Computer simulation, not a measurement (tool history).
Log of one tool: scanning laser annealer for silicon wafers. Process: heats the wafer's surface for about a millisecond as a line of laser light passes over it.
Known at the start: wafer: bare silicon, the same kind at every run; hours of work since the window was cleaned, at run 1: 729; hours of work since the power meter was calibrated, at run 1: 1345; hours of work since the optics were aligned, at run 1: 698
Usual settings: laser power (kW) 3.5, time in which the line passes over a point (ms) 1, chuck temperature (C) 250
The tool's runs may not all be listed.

run    hour  laser power (kW)  time in which the line passes over a point (ms)  chuck temperature (C)  hours of work since the window was cleaned  hours of work since the power meter was calibrated  hours of work since the optics were aligned  highest temperature of the surface (C)
  1       0               3.5                                                1                    250                                         729                                                1345                                          698                                     988
  2    37.5               3.5                                                1                    250                                         758                                                1374                                          727                                     985
  3      83               3.5                                                1                    250                                         793                                                1409                                          762                                     986
  4   110.7               3.5                                                1                    250                                         814                                                1430                                          784                                     986
  5   137.4               3.5                                                1                    250                                         835                                                1451                                          805                                     985
  6   167.7               3.5                                             0.93                    250                                         859                                                1474                                          828                                     959
      180.2  -- window over the wafer cleaned
  7   189.2               3.5                                             0.93                    250                                           7                                                1489                                          843                                     971
  8   221.3               3.5                                             0.93                    250                                          32                                                1514                                          868                                     969
  9   248.7               3.5                                             0.93                    250                                          53                                                1535                                          889                                     970
 10   278.7               3.5                                                1                    253                                          76                                                1559                                          912                                     997
 11   304.9               3.5                                                1                    253                                          96                                                1579                                          933                                     997
 12   343.6               3.5                                                1                    253                                         126                                                1609                                          962                                     997
 13   365.7               3.5                                                1                    253                                         143                                                1626                                          980                                     998
 14   390.7               3.5                                                1                    253                                         163                                                1645                                          999                                     996
 15   429.2               3.5                                                1                    253                                         193                                                1675                                         1029                                     995
 16   455.9               3.5                                                1                    253                                         213                                                1696                                         1049                                     995
 17   492.8               3.5                                                1                    250                                         242                                                1724                                         1078                                     992
 18   516.9               3.5                                                1                    250                                         260                                                1743                                         1097                                     989
 19   560.8               3.5                                                1                    250                                         294                                                1777                                         1130                                     990
 20   584.5               3.5                                             0.89                    250                                         313                                                1795                                         1149                                     952
 21   613.1              3.19                                             0.78                    250                                         335                                                1817                                         1171                                     855
 22   632.4             3.752                                             1.09                    250                                         350                                                1832                                         1186                                    1070
 23   676.4             3.752                                             1.14                    259                                         384                                                1866                                         1220                                    1092
 24   699.3             3.752                                             1.14                    259                                         401                                                1884                                         1238                                    1093
 25   742.5             3.752                                             1.14                    259                                         435                                                1917                                         1271                                    1094
 26   774.7               3.5                                             1.05                    285                                         460                                                1942                                         1296                                    1039
 27   816.6             3.408                                             0.84                    277                                         492                                                1975                                         1328                                     939
 28   857.1             3.408                                             0.98                    284                                         524                                                2006                                         1360                                     998
 29   879.9             3.408                                             0.98                    284                                         541                                                2024                                         1377                                     996
 30   901.3             3.752                                             0.81                    238                                         558                                                2040                                         1394                                     949
 31   941.7             3.403                                              0.9                    253                                         589                                                2071                                         1425                                     935
 32   977.9             3.403                                              0.9                    253                                         617                                                2099                                         1453                                     935
 33  1022.6             3.403                                              0.9                    253                                         652                                                2134                                         1488                                     934
       1039  -- optics aligned, line set to its width
 34    1062               3.5                                                1                    228                                         678                                                2161                                           18                                     965
 35  1104.8               3.5                                                1                    228                                         711                                                2194                                           51                                     965
 36  1126.4               3.5                                                1                    228                                         728                                                2210                                           68                                     962
 37  1171.3               3.1                                             0.82                    285                                         763                                                2245                                          102                                     886
 38  1215.7               3.1                                             0.82                    285                                         797                                                2279                                          137                                     884
 39  1258.1             3.208                                             1.11                    253                                         830                                                2312                                          169                                     966

The same runs without the tool's hidden state, with the same run-to-run variation:
The hidden state here: light that passes the window, % of a clean one's; laser's true power over the reading, %; width of the line over the set one, %; drift of the gauge itself on peak_c, C.
run  highest temperature of the surface (C)
  1                                    1004
  2                                    1002
  3                                    1004
  4                                    1004
  5                                    1003
  6                                     977
  7                                     978
  8                                     975
  9                                     977
 10                                    1004
 11                                    1005
 12                                    1006
 13                                    1007
 14                                    1005
 15                                    1005
 16                                    1005
 17                                    1003
 18                                    1001
 19                                    1002
 20                                     964
 21                                     865
 22                                    1084
 23                                    1108
 24                                    1109
 25                                    1110
 26                                    1054
 27                                     953
 28                                    1013
 29                                    1012
 30                                     966
 31                                     951
 32                                     951
 33                                     951
 34                                     980
 35                                     981
 36                                     979
 37                                     900
 38                                     899
 39                                     984

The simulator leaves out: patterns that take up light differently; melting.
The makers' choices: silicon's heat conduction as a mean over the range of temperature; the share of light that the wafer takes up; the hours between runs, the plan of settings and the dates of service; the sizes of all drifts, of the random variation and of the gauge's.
